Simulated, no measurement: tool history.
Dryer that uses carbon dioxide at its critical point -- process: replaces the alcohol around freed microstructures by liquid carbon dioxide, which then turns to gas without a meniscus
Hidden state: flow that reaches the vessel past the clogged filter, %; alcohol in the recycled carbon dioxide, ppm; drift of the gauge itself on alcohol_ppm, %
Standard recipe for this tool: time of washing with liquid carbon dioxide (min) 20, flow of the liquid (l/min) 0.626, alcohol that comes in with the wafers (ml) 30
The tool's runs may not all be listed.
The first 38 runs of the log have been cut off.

run     day  time of washing with liquid carbon dioxide (min)  flow of the liquid (l/min)  alcohol that comes in with the wafers (ml)  hours of work since the filter was changed  hours of work since the purifier's bed was changed  alcohol left in the vessel before it's heated (ppm by volume)
 39  49.008                                                24                       0.569                                          39                                         148                                                 858                                                            275
 40  49.854                                                19                       0.539                                          44                                         154                                                 864                                                            703
 41  51.267                                                19                       0.539                                          44                                         165                                                 875                                                            731
 42  52.329                                                28                       0.882                                          57                                         173                                                 883                                                            119
 43  53.321                                                28                       0.882                                          57                                         181                                                 891                                                            130
 44  54.800                                                28                       0.866                                          39                                         192                                                 902                                                            121
 45  56.529                                                15                       0.410                                          47                                         206                                                 916                                                           2951
 46  58.054                                                15                       0.410                                          47                                         218                                                 927                                                           2976
 47  59.696                                                27                       0.626                                          30                                         230                                                 940                                                            175

Here are 3 independent what-if runs from the current tool condition. What would each one return?
  A  60.838                                                28                       0.700                                          47                                         239                                                 949                                                              ?
  B  60.838                                                27                       0.404                                          49                                         239                                                 949                                                              ?
  C  60.838                                                20                       0.724                                          30                                         239                                                 949                                                              ?

run  alcohol left in the vessel before it's heated (ppm by volume)
  A                                                            152
  B                                                            729
  C                                                            223
Stripped of hidden state, with their random variation kept, the same runs would have yielded:
run  alcohol left in the vessel before it's heated (ppm by volume)
  A                                                             24
  B                                                            484
  C                                                             72

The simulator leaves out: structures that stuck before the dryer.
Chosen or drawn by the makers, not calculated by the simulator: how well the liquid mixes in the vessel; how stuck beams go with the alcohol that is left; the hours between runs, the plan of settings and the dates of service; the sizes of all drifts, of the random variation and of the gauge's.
